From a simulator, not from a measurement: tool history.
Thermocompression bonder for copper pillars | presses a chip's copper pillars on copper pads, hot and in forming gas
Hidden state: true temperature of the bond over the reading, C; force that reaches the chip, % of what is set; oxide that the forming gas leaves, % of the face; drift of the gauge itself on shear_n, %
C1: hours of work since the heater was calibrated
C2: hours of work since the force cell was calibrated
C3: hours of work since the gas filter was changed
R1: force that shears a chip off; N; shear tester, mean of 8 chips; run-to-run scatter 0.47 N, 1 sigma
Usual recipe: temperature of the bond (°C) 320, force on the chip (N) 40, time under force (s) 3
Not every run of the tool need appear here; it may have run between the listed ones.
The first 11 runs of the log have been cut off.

run 12 hour=258.8 | temperature_of_the_bond_(°C)=320 force_on_the_chip_(N)=40 time_under_force_(s)=3 | C1=439 C2=201 C3=194 | R1=52.9
run 13 hour=272.1 | temperature_of_the_bond_(°C)=320 force_on_the_chip_(N)=40 time_under_force_(s)=3 | C1=447 C2=208 C3=201 | R1=53.3
run 14 hour=297.4 | temperature_of_the_bond_(°C)=320 force_on_the_chip_(N)=25 time_under_force_(s)=3 | C1=461 C2=223 C3=216 | R1=31.1
run 15 hour=322.9 | temperature_of_the_bond_(°C)=320 force_on_the_chip_(N)=25 time_under_force_(s)=3 | C1=475 C2=237 C3=230 | R1=30.7
run 16 hour=349.1 | temperature_of_the_bond_(°C)=320 force_on_the_chip_(N)=25 time_under_force_(s)=3 | C1=490 C2=252 C3=245 | R1=30.5
run 17 hour=369.6 | temperature_of_the_bond_(°C)=320 force_on_the_chip_(N)=25 time_under_force_(s)=3 | C1=502 C2=263 C3=256 | R1=30.3
run 18 hour=399.3 | temperature_of_the_bond_(°C)=335 force_on_the_chip_(N)=27 time_under_force_(s)=5 | C1=519 C2=280 C3=273 | R1=46.3
run 19 hour=420 | temperature_of_the_bond_(°C)=350 force_on_the_chip_(N)=35 time_under_force_(s)=2 | C1=530 C2=292 C3=285 | R1=47.8
run 20 hour=444.5 | temperature_of_the_bond_(°C)=322 force_on_the_chip_(N)=35 time_under_force_(s)=2 | C1=544 C2=306 C3=299 | R1=38.4
run 21 hour=471.1 | temperature_of_the_bond_(°C)=320 force_on_the_chip_(N)=33 time_under_force_(s)=4 | C1=559 C2=321 C3=314 | R1=46.3
run 22 hour=494.5 | temperature_of_the_bond_(°C)=347 force_on_the_chip_(N)=26 time_under_force_(s)=3 | C1=573 C2=334 C3=327 | R1=39

Run 23 is up next; what results do you expect?
run 23 hour=520.5 | temperature_of_the_bond_(°C)=292 force_on_the_chip_(N)=40 time_under_force_(s)=6 | C1=587 C2=349 C3=342 | R1=?

R1: 53.6 N
The same run, on a tool lacking any hidden state, would have yielded R1 60.4 N.

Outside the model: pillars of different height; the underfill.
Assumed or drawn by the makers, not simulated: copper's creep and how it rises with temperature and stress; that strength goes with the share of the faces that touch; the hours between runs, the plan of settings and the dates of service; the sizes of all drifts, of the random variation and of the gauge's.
